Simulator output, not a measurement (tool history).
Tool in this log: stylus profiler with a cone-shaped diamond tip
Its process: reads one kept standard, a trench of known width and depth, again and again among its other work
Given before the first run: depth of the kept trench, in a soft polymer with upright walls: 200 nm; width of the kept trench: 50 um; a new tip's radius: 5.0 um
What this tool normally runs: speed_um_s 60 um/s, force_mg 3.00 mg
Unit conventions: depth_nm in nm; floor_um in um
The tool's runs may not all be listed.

{"run": 1, "hour": 0.0, "speed_um_s": 60, "force_mg": 3.0, "depth_nm": 203.74, "floor_um": 47.05}
{"run": 2, "hour": 59.3, "speed_um_s": 60, "force_mg": 3.0, "depth_nm": 203.74, "floor_um": 46.99}
{"hour": 116.1, "done": "height scale calibrated on a step standard"}
{"run": 3, "hour": 139.3, "speed_um_s": 60, "force_mg": 3.0, "depth_nm": 203.7, "floor_um": 46.97}
{"run": 4, "hour": 221.5, "speed_um_s": 60, "force_mg": 3.0, "depth_nm": 203.67, "floor_um": 47.0}
{"run": 5, "hour": 286.3, "speed_um_s": 60, "force_mg": 3.0, "depth_nm": 203.73, "floor_um": 47.07}
{"run": 6, "hour": 356.8, "speed_um_s": 60, "force_mg": 3.0, "depth_nm": 203.75, "floor_um": 47.07}
{"run": 7, "hour": 480.5, "speed_um_s": 60, "force_mg": 3.0, "depth_nm": 203.72, "floor_um": 47.04}
{"run": 8, "hour": 585.2, "speed_um_s": 60, "force_mg": 3.0, "depth_nm": 203.65, "floor_um": 47.05}
{"run": 9, "hour": 689.2, "speed_um_s": 238, "force_mg": 3.0, "depth_nm": 203.7, "floor_um": 46.68}
{"run": 10, "hour": 768.8, "speed_um_s": 60, "force_mg": 3.0, "depth_nm": 203.68, "floor_um": 47.04}
{"run": 11, "hour": 886.8, "speed_um_s": 28, "force_mg": 3.0, "depth_nm": 203.73, "floor_um": 47.17}
{"run": 12, "hour": 954.5, "speed_um_s": 60, "force_mg": 3.0, "depth_nm": 203.63, "floor_um": 47.1}
{"run": 13, "hour": 1005.4, "speed_um_s": 60, "force_mg": 3.0, "depth_nm": 203.78, "floor_um": 47.0}
{"run": 14, "hour": 1069.3, "speed_um_s": 60, "force_mg": 3.0, "depth_nm": 203.76, "floor_um": 47.05}
{"run": 15, "hour": 1165.5, "speed_um_s": 60, "force_mg": 1.15, "depth_nm": 201.88, "floor_um": 46.94}
{"run": 16, "hour": 1221.0, "speed_um_s": 50, "force_mg": 3.0, "depth_nm": 203.72, "floor_um": 47.11}
{"run": 17, "hour": 1300.6, "speed_um_s": 35, "force_mg": 3.0, "depth_nm": 203.68, "floor_um": 47.08}
{"run": 18, "hour": 1355.7, "speed_um_s": 35, "force_mg": 3.0, "depth_nm": 203.62, "floor_um": 47.12}
{"hour": 1448.6, "done": "new tip fitted, height scale calibrated"}
{"run": 19, "hour": 1471.9, "speed_um_s": 35, "force_mg": 3.0, "depth_nm": 203.71, "floor_um": 47.11}
{"run": 20, "hour": 1533.4, "speed_um_s": 48, "force_mg": 1.37, "depth_nm": 202.18, "floor_um": 47.04}
{"run": 21, "hour": 1598.2, "speed_um_s": 53, "force_mg": 6.69, "depth_nm": 206.27, "floor_um": 47.15}
{"run": 22, "hour": 1684.7, "speed_um_s": 17, "force_mg": 1.16, "depth_nm": 201.95, "floor_um": 47.12}
{"run": 23, "hour": 1753.4, "speed_um_s": 121, "force_mg": 8.22, "depth_nm": 207.24, "floor_um": 47.01}
{"run": 24, "hour": 1811.0, "speed_um_s": 123, "force_mg": 2.73, "depth_nm": 203.52, "floor_um": 46.91}
{"run": 25, "hour": 1867.6, "speed_um_s": 84, "force_mg": 4.04, "depth_nm": 204.56, "floor_um": 47.03}
{"run": 26, "hour": 1981.3, "speed_um_s": 34, "force_mg": 1.11, "depth_nm": 201.88, "floor_um": 47.1}
{"run": 27, "hour": 2032.6, "speed_um_s": 22, "force_mg": 5.43, "depth_nm": 205.49, "floor_um": 47.18}
{"run": 28, "hour": 2110.6, "speed_um_s": 57, "force_mg": 4.38, "depth_nm": 204.75, "floor_um": 47.07}
{"run": 29, "hour": 2166.1, "speed_um_s": 63, "force_mg": 4.38, "depth_nm": 204.78, "floor_um": 47.07}
{"run": 30, "hour": 2278.9, "speed_um_s": 195, "force_mg": 5.75, "depth_nm": 205.69, "floor_um": 46.88}
{"run": 31, "hour": 2378.5, "speed_um_s": 19, "force_mg": 5.58, "depth_nm": 205.57, "floor_um": 47.14}
{"run": 32, "hour": 2440.9, "speed_um_s": 19, "force_mg": 5.58, "depth_nm": 205.62, "floor_um": 47.13}
{"run": 33, "hour": 2491.6, "speed_um_s": 19, "force_mg": 1.31, "depth_nm": 202.18, "floor_um": 47.14}
{"run": 34, "hour": 2549.0, "speed_um_s": 83, "force_mg": 7.88, "depth_nm": 207.09, "floor_um": 47.02}
{"run": 35, "hour": 2661.6, "speed_um_s": 81, "force_mg": 1.75, "depth_nm": 202.55, "floor_um": 46.95}
{"run": 36, "hour": 2743.5, "speed_um_s": 94, "force_mg": 3.55, "depth_nm": 204.17, "floor_um": 47.0}
{"run": 37, "hour": 2814.4, "speed_um_s": 15, "force_mg": 2.99, "depth_nm": 203.69, "floor_um": 47.16}
{"run": 38, "hour": 2878.6, "speed_um_s": 15, "force_mg": 2.99, "depth_nm": 203.69, "floor_um": 47.12}

For each run, the measured value with the value that run would have given without the tool's hidden condition subtracted. The run-to-run variation is shared by both, the gauge scatter possibly not:
Hidden state at play: radius of the tip, um; height scale over the true one, %; drift of the gauge itself on depth_nm, %; drift of the gauge itself on floor_um, %.
run=1 floor_um=-0.01
run=2 floor_um=-0.01
run=3 floor_um=-0.01
run=4 floor_um=-0.02
run=5 floor_um=-0.02
run=6 floor_um=-0.02
run=7 floor_um=-0.02
run=8 floor_um=-0.02
run=9 floor_um=-0.02
run=10 floor_um=-0.03
run=11 floor_um=-0.03
run=12 floor_um=-0.03
run=13 floor_um=-0.02
run=14 floor_um=-0.03
run=15 floor_um=-0.02
run=16 floor_um=-0.03
run=17 floor_um=-0.03
run=18 floor_um=-0.03
run=19 floor_um=+0.00
run=20 floor_um=+0.00
run=21 floor_um=+0.00
run=22 floor_um=-0.01
run=23 floor_um=-0.01
run=24 floor_um=+0.00
run=25 floor_um=-0.01
run=26 floor_um=-0.01
run=27 floor_um=+0.00
run=28 floor_um=+0.00
run=29 floor_um=-0.01
run=30 floor_um=-0.01
run=31 floor_um=-0.01
run=32 floor_um=-0.01
run=33 floor_um=-0.01
run=34 floor_um=-0.02
run=35 floor_um=-0.01
run=36 floor_um=-0.02
run=37 floor_um=-0.02
run=38 floor_um=-0.02
depth_nm: within 0.01 nm of the measured result in every run.
